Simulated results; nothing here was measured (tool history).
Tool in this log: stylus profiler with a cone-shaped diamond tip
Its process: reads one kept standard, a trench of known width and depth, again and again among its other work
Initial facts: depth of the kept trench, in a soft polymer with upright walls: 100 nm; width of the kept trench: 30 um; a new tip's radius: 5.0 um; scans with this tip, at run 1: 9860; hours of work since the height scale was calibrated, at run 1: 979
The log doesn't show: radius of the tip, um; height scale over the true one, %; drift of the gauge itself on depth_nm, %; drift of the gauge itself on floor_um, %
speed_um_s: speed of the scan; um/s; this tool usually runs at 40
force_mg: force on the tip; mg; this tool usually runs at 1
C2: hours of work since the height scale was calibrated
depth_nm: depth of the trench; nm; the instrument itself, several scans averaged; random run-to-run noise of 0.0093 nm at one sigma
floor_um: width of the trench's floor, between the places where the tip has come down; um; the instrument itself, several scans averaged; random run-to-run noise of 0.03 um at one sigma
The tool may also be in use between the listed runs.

{"run": 1, "hour": 0.0, "speed_um_s": 40, "force_mg": 1, "scans with this tip": 9860, "C2": 979, "depth_nm": 100.475, "floor_um": 27.63}
{"run": 2, "hour": 33.9, "speed_um_s": 40, "force_mg": 0.38, "scans with this tip": 10076, "C2": 1000, "depth_nm": 100.247, "floor_um": 27.44}
{"run": 3, "hour": 55.3, "speed_um_s": 40, "force_mg": 0.38, "scans with this tip": 10212, "C2": 1014, "depth_nm": 100.249, "floor_um": 27.39}
{"run": 4, "hour": 91.7, "speed_um_s": 40, "force_mg": 0.38, "scans with this tip": 10444, "C2": 1037, "depth_nm": 100.239, "floor_um": 27.4}
{"run": 5, "hour": 126.1, "speed_um_s": 110, "force_mg": 0.38, "scans with this tip": 10663, "C2": 1059, "depth_nm": 100.243, "floor_um": 26.37}
{"run": 6, "hour": 144.3, "speed_um_s": 110, "force_mg": 0.38, "scans with this tip": 10778, "C2": 1070, "depth_nm": 100.263, "floor_um": 26.34}
{"run": 7, "hour": 178.3, "speed_um_s": 110, "force_mg": 0.38, "scans with this tip": 10995, "C2": 1092, "depth_nm": 100.262, "floor_um": 26.33}
{"run": 8, "hour": 210.7, "speed_um_s": 110, "force_mg": 0.38, "scans with this tip": 11201, "C2": 1112, "depth_nm": 100.246, "floor_um": 26.35}
{"run": 9, "hour": 234.0, "speed_um_s": 110, "force_mg": 0.38, "scans with this tip": 11350, "C2": 1127, "depth_nm": 100.243, "floor_um": 26.35}
{"run": 10, "hour": 257.2, "speed_um_s": 40, "force_mg": 1, "scans with this tip": 11497, "C2": 1142, "depth_nm": 100.502, "floor_um": 27.58}
{"run": 11, "hour": 291.1, "speed_um_s": 71, "force_mg": 0.6, "scans with this tip": 11713, "C2": 1163, "depth_nm": 100.339, "floor_um": 27.17}
{"run": 12, "hour": 327.7, "speed_um_s": 23, "force_mg": 2.51, "scans with this tip": 11946, "C2": 1186, "depth_nm": 100.876, "floor_um": 27.87}
{"run": 13, "hour": 347.3, "speed_um_s": 27, "force_mg": 1.23, "scans with this tip": 12071, "C2": 1198, "depth_nm": 100.544, "floor_um": 27.79}

The next listed run, before its measurement:
{"run": 14, "hour": 383.4, "speed_um_s": 12, "force_mg": 0.56, "scans with this tip": 12301, "C2": 1221, "depth_nm": "?", "floor_um": "?"}

depth_nm: 100.321 nm
floor_um: 27.87 um
On a tool with no hidden condition, and with the same random variation, this run would have come out at depth_nm 100.319 nm, floor_um 27.88 um.
